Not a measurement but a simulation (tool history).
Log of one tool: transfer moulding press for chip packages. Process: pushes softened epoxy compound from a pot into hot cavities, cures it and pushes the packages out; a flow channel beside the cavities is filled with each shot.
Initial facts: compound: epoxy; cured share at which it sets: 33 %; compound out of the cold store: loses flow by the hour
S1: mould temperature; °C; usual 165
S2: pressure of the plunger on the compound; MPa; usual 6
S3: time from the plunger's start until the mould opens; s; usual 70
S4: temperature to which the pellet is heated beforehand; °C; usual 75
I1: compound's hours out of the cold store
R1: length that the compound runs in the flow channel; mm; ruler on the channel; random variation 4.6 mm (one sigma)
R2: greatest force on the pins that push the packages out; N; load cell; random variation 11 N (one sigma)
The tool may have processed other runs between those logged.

| run | day | S1 | S2 | S3 | S4 | I1 | R1 | R2 |
|---|---|---|---|---|---|---|---|---|
| 1 | 0 | 165 | 6 | 70 | 75 | 29.7 | 808 | 491 |
| 2 | 0.533 | 165 | 6 | 70 | 75 | 41.4 | 779 | 471 |
| 3 | 1.058 | 165 | 6 | 70 | 75 | 13.4 | 866 | 495 |
| 4 | 1.496 | 165 | 6 | 70 | 75 | 37.4 | 794 | 473 |
| 5 | 1.921 | 165 | 6 | 70 | 75 | 41.5 | 783 | 476 |
| 6 | 2.571 | 165 | 6 | 70 | 75 | 23.1 | 837 | 499 |
| 7 | 3.208 | 165 | 6 | 70 | 75 | 13.5 | 860 | 497 |
| 8 | 3.479 | 165 | 6 | 70 | 75 | 15.3 | 858 | 488 |
| 9 | 4.096 | 159 | 6 | 70 | 83 | 17.6 | 869 | 673 |
| 10 | 4.621 | 165 | 6.65 | 70 | 80 | 36.8 | 833 | 496 |
| 11 | 5.112 | 165 | 6.65 | 70 | 79 | 21.5 | 875 | 486 |
| 12 | 5.704 | 165 | 6 | 94 | 71 | 11.4 | 870 | 442 |
| 13 | 6.025 | 165 | 4.69 | 89 | 75 | 44.1 | 686 | 457 |
| 14 | 6.342 | 165 | 4.69 | 89 | 75 | 34.3 | 710 | 429 |
| 15 | 7.046 | 165 | 4.69 | 89 | 75 | 24.7 | 730 | 426 |

Not shown: 3 entries that the log had between the listed runs. Between which runs, and how does the tool's hidden state differ before and after?
Run 2 -> run 3: cavities cleaned with cleaning compound and waxed (day 0.775)
  pressure that reaches the compound, % of what is set: 99.76 -> 99.75; grip of the stained cavities, % over clean ones': 1.4 -> 0.2
Run 9 -> run 10: cavities cleaned with cleaning compound and waxed (day 4.612)
  grip of the stained cavities, % over clean ones': 1.3 -> 0.1
Run 14 -> run 15: plunger's sealing rings changed (day 7.046)
  pressure that reaches the compound, % of what is set: 99.65 -> 99.99; grip of the stained cavities, % over clean ones': 0.9 -> 1.1
